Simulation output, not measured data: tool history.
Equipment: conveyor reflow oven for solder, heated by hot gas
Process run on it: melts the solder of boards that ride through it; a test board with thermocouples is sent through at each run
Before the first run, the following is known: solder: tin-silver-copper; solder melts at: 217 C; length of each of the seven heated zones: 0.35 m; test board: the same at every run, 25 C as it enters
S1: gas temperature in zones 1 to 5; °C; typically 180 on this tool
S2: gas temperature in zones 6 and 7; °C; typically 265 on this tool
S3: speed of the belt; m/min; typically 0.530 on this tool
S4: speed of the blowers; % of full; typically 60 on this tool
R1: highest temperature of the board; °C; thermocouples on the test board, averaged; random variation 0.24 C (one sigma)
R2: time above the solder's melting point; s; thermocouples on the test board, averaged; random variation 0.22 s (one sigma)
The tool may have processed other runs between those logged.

run   hour   S1   S2     S3  S4     R1    R2
  1    0.0  180  265  0.530  60  244.1  53.9
  2   55.6  180  274  0.530  60  252.1  59.6
  3  104.9  180  274  0.530  60  251.5  60.2
  4  140.1  180  274  0.530  60  251.3  59.8
     152.6  -- flux residue cleaned out of gas plates and filters
  5  201.8  180  274  0.530  60  253.7  61.8
  6  249.5  180  274  0.530  60  253.4  61.8
  7  298.3  180  265  0.530  67  247.1  57.5
  8  348.2  180  259  0.530  60  240.0  50.5
  9  385.2  180  257  0.530  60  238.6  48.6
 10  424.8  180  257  0.530  60  238.7  48.4
 11  479.9  181  264  0.604  55  238.7  41.1
 12  540.9  180  253  0.501  52  234.3  46.3
 13  588.0  194  265  0.532  60  247.0  64.1
 14  656.8  194  265  0.532  60  246.7  63.6
 15  719.0  180  265  0.601  60  239.8  42.9
 16  747.4  167  265  0.530  60  241.3  46.5
 17  781.8  167  265  0.530  60  240.8  46.2
 18  845.3  167  265  0.530  56  240.4  44.5
 19  886.7  167  265  0.572  54  236.3  36.2
 20  929.9  167  265  0.572  54  236.4  36.5

Selected run-to-run steps in R1, each split into two signed amounts: the part the tool would show with no hidden state at all (from settings, incoming material and random variation), and the remainder, which goes to the hidden state together with any gauge scatter not common to the measured and the hidden-state-free results:
The tool's hidden condition here consists of: heat that the gas passes to the board, % of a clean oven's; belt's true speed, % of the reading; true gas temperature in zones 6 and 7 over the reading, C; drift of the gauge itself on peak_c, C; drift of the gauge itself on liquid_s, %.
Run 1 -> 2: S2 265 -> 274. R1 +8.0 °C: hidden state -0.4, all else +8.4.
Run 4 -> 5: flux residue cleaned out of gas plates and filters. R1 +2.4 °C: hidden state +1.9, all else +0.5.
Run 12 -> 13: S1 180 -> 194, S2 253 -> 265, S3 0.501 -> 0.532, S4 52 -> 60. R1 +12.7 °C: hidden state -0.2, all else +12.9.
